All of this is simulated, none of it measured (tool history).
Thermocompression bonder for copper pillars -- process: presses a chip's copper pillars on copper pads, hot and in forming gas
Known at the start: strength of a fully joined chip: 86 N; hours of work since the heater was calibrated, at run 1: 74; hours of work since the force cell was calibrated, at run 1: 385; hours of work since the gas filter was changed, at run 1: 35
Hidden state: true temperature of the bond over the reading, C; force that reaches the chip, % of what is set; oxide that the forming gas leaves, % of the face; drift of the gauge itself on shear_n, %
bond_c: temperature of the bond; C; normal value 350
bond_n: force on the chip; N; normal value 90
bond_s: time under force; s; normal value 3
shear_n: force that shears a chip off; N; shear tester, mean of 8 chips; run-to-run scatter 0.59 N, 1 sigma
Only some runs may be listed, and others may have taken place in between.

run	hour	bond_c	bond_n	bond_s	hours of work since the heater was calibrated	hours of work since the force cell was calibrated	hours of work since the gas filter was changed	shear_n
1	0.0	350	90	3	74	385	35	45.6
2	74.1	350	90	3	119	430	79	46.2
3	129.0	331	90	3	152	463	112	38.5
# hour 214.2: forming gas filter changed
4	219.4	331	90	7	206	517	3	51.0
5	305.3	331	86	7	257	569	55	49.1
6	377.1	336	90	3	301	612	98	41.0
7	447.5	338	90	3	343	654	140	41.5
# hour 481.5: forming gas filter changed
8	504.1	350	90	3	377	688	14	47.1
9	562.8	341	90	3	412	723	49	42.8
10	624.1	350	90	3	449	760	86	46.1
11	664.4	350	90	3	473	784	110	46.5
# hour 747.8: forming gas filter changed
12	749.2	350	90	3	524	835	1	46.2
13	808.3	350	90	3	559	870	36	47.5
14	883.6	350	90	3	604	915	82	45.5
15	977.7	350	90	9	661	972	138	63.4
# hour 1004.2: force cell calibrated
# hour 1018.6: forming gas filter changed
16	1029.8	350	90	9	691	15	7	64.8
17	1090.5	350	90	9	727	52	43	63.2
18	1143.1	350	90	9	759	83	75	64.2
19	1238.4	350	90	9	816	140	132	63.7
20	1279.8	350	90	6	841	165	157	56.4
# hour 1288.7: forming gas filter changed
21	1320.2	350	90	6	865	189	19	57.1
22	1360.4	350	90	6	889	213	43	56.7
23	1438.5	334	54	2	936	260	90	23.7
24	1479.5	334	70	4	961	285	115	37.3
# hour 1557.2: forming gas filter changed
25	1565.7	342	97	3	1012	336	5	45.2
26	1626.4	343	90	3	1049	373	42	43.5
27	1721.2	343	90	3	1106	430	98	42.2
28	1785.5	350	73	3	1144	468	137	40.0
# hour 1823.1: forming gas filter changed
29	1865.9	320	135	3	1192	516	26	44.9
30	1930.0	320	135	3	1231	555	64	44.7
31	2015.8	326	87	2	1282	607	116	30.3
# hour 2042.4: heater calibrated with a thermocouple chip
32	2059.5	363	57	3	10	632	141	39.2
# hour 2095.8: forming gas filter changed
33	2146.8	363	63	3	62	684	31	41.4
34	2243.3	363	69	3	120	742	89	44.5
35	2290.2	334	68	8	149	770	117	47.9
36	2352.3	369	90	9	186	807	154	70.0
# hour 2363.6: forming gas filter changed
37	2444.4	369	90	9	241	862	49	70.7
38	2506.5	350	82	4	278	899	86	47.9

Some steps in shear_n, run to run, broken into two amounts with sign: the step expected even without the hidden condition (settings, incoming material, random variation), and the rest, left for the hidden condition together with whatever gauge scatter is not in both the measured and the hidden-condition-free result:
Run 15 -> 16: force cell calibrated, forming gas filter changed. shear_n +1.4 N: hidden state +0.7, all else +0.7.
Run 20 -> 21: forming gas filter changed. shear_n +0.7 N: hidden state +0.5, all else +0.2.
Run 22 -> 23: bond_c 350 -> 334, bond_n 90 -> 54, bond_s 6 -> 2. shear_n -33.0 N: hidden state +0.0, all else -33.0.
Run 35 -> 36: bond_c 334 -> 369, bond_n 68 -> 90, bond_s 8 -> 9. shear_n +22.1 N: hidden state -0.3, all else +22.4.
Run 36 -> 37: forming gas filter changed. shear_n +0.7 N: hidden state +0.5, all else +0.2.
Run 37 -> 38: bond_c 369 -> 350, bond_n 90 -> 82, bond_s 9 -> 4. shear_n -22.8 N: hidden state -0.2, all else -22.6.

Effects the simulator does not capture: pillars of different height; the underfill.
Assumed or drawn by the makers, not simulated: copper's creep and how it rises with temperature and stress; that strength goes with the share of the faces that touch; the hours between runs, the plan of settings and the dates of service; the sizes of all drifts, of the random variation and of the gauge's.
